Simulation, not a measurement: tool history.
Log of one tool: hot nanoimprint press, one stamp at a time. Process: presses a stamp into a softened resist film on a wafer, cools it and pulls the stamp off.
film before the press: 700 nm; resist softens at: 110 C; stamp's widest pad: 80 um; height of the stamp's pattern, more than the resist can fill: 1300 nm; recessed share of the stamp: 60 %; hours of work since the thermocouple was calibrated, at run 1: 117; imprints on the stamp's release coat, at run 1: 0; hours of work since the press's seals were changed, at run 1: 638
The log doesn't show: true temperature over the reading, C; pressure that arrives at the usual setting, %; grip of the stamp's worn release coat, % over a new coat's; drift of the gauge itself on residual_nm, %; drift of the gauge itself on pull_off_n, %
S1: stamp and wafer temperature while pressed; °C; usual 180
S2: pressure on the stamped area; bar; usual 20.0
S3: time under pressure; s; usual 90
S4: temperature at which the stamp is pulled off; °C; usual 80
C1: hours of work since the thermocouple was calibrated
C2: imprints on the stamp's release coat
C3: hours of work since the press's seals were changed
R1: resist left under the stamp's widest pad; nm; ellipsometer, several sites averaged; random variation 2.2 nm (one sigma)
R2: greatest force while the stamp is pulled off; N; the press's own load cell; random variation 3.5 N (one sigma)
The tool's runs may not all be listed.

run	hour	S1	S2	S3	S4	C1	C2	C3	R1	R2
1	0.0	180	20.0	90	80	117	0	638	371.9	175
2	23.5	180	20.0	90	73	130	93	651	378.9	200
3	56.1	180	20.0	90	73	148	221	670	377.5	213
4	86.7	180	20.0	90	73	166	342	687	371.3	208
5	108.9	180	20.0	90	73	178	430	700	380.2	202
6	147.6	180	20.0	90	73	200	584	722	379.4	207
7	168.7	180	20.0	89	73	212	667	734	379.4	210
8	190.1	180	20.0	89	73	224	752	746	382.3	210
9	220.9	180	20.0	55	73	242	873	763	449.0	208
10	242.3	180	20.0	179	80	254	958	775	289.1	179
# hour 253.1: stamp cleaned and given a new release coat
11	269.7	180	20.0	179	80	266	65	787	290.5	164
12	296.7	177	20.5	152	71	281	172	803	362.3	212
13	322.4	177	20.5	152	71	296	274	817	366.0	221
14	355.7	182	20.0	88	80	315	405	836	350.2	171
# hour 398.2: plate thermocouple calibrated
15	398.4	182	22.6	63	87	0	562	859	376.3	139
16	425.4	180	25.1	90	80	15	669	874	351.0	171

3 ways to go on from here, each from the tool as it stands after run 16. What would each give?
A	464.1	170	25.1	88	83	37	822	896	?	?
B	464.1	180	23.7	90	76	37	822	896	?	?
C	464.1	186	15.2	90	77	37	822	896	?	?

run	R1	R2
A	543.9	159
B	362.8	189
C	319.7	192
Without the tool's hidden state the same runs would have given:
run	R1	R2
A	530.0	158
B	353.4	188
C	311.5	190

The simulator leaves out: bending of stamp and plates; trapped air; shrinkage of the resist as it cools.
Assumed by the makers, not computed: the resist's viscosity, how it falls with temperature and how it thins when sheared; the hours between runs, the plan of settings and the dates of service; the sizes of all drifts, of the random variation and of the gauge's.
